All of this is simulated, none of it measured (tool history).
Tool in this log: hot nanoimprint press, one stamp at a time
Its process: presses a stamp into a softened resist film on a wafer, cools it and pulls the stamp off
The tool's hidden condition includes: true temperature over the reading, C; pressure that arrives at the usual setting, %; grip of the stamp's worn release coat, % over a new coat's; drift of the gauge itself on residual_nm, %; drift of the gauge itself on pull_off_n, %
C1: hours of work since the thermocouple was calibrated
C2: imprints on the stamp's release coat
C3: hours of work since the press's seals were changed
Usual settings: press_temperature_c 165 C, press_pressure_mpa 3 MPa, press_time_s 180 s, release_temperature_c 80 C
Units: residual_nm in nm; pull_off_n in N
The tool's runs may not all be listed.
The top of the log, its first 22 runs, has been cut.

Run 23, hour 1075.7: usual settings but press_temperature_c 169 C, press_pressure_mpa 4.16 MPa; C1 267; C2 122; C3 44. Result: residual_nm 210.2 nm, pull_off_n 161 N.
Run 24, hour 1125.4: usual settings but press_temperature_c 169 C, press_pressure_mpa 4.16 MPa; C1 288; C2 218; C3 66. Result: residual_nm 209.2 nm, pull_off_n 170 N.
Run 25, hour 1183.3: usual settings but press_temperature_c 167 C, press_pressure_mpa 4.16 MPa, press_time_s 246 s; C1 314; C2 330; C3 92. Result: residual_nm 208 nm, pull_off_n 172 N.
Run 26, hour 1236.4: usual settings but press_pressure_mpa 3.24 MPa, press_time_s 247 s, release_temperature_c 82 C; C1 337; C2 433; C3 115. Result: residual_nm 264.7 nm, pull_off_n 168 N.
Run 27, hour 1274: usual settings but press_pressure_mpa 3.02 MPa, release_temperature_c 82 C; C1 354; C2 505; C3 132. Result: residual_nm 309.8 nm, pull_off_n 175 N.
Run 28, hour 1305.3: usual settings but release_temperature_c 79 C; C1 368; C2 566; C3 145. Result: residual_nm 311.9 nm, pull_off_n 189 N.
Run 29, hour 1344.1: usual settings but release_temperature_c 79 C; C1 385; C2 641; C3 163. Result: residual_nm 309 nm, pull_off_n 189 N.
At hour 1362.2: stamp cleaned and given a new release coat.
Run 30, hour 1380.1: usual settings but release_temperature_c 79 C; C1 398; C2 35; C3 176. Result: residual_nm 307.7 nm, pull_off_n 160 N.
At hour 1393: plate thermocouple calibrated.
Run 31, hour 1418.3: usual settings but press_temperature_c 162 C, press_pressure_mpa 4.67 MPa, press_time_s 96 s, release_temperature_c 87 C; C1 11; C2 103; C3 191. Result: residual_nm 403.6 nm, pull_off_n 132 N.

Predict each of these 3 candidate next runs independently; none follows another, all start after run 31:
Run A, hour 1466.9: usual settings but press_pressure_mpa 4.51 MPa, press_time_s 169 s; C1 33; C2 197; C3 213. Result: residual_nm ?, pull_off_n ?.
Run B, hour 1466.9: usual settings but press_temperature_c 162 C, press_pressure_mpa 4.69 MPa, press_time_s 96 s, release_temperature_c 81 C; C1 33; C2 197; C3 213. Result: residual_nm ?, pull_off_n ?.
Run C, hour 1466.9: usual settings but press_time_s 92 s; C1 33; C2 197; C3 213. Result: residual_nm ?, pull_off_n ?.

run  residual_nm  pull_off_n
  A        277.7         168
  B        401.2         164
  C        410.9         168
What these runs would have given with no unlogged condition in the tool:
run  residual_nm  pull_off_n
  A        277.3         158
  B        400.6         155
  C        410.7         158

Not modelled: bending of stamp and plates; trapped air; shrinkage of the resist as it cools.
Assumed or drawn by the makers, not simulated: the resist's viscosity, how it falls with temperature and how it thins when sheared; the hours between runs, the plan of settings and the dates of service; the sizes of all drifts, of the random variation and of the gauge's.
